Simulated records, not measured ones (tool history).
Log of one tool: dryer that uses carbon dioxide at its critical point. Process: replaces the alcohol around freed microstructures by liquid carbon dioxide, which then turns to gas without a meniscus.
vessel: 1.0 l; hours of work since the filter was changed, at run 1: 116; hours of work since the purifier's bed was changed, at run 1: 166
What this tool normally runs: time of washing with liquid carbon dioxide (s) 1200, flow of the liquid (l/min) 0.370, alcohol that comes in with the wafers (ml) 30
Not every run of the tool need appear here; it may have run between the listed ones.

run,hour,time of washing with liquid carbon dioxide (s),flow of the liquid (l/min),alcohol that comes in with the wafers (ml),hours of work since the filter was changed,hours of work since the purifier's bed was changed,alcohol left in the vessel before it's heated (ppm by volume)
1,0.0,1200,0.370,30,116,166,118
2,35.5,1200,0.370,49,130,180,179
3,79.6,1200,0.370,49,147,197,187
4,129.2,1200,0.370,53,166,217,220
5,162.1,1200,0.370,53,179,230,218
6,190.4,1200,0.370,53,190,241,220
7,225.0,1200,0.370,53,204,254,231
8,259.1,1200,0.370,53,217,268,238
9,292.1,1200,0.370,53,230,280,240
10,346.0,1320,0.588,30,251,302,31
11,368.3,1080,0.241,30,260,310,1233
12,413.0,1080,0.241,108,277,328,4552
13,438.6,1080,0.241,38,287,338,1606
14,473.1,1380,0.586,29,301,351,24

Forecast each of these 3 alternatives for the next run:
A,513.7,960,0.489,29,317,367,?
B,513.7,900,0.238,30,317,367,?
C,513.7,900,0.459,68,317,367,?

run,alcohol left in the vessel before it's heated (ppm by volume)
A,140
B,2282
C,520
Without the tool's hidden state the same runs would have given:
run,alcohol left in the vessel before it's heated (ppm by volume)
A,64
B,1620
C,264
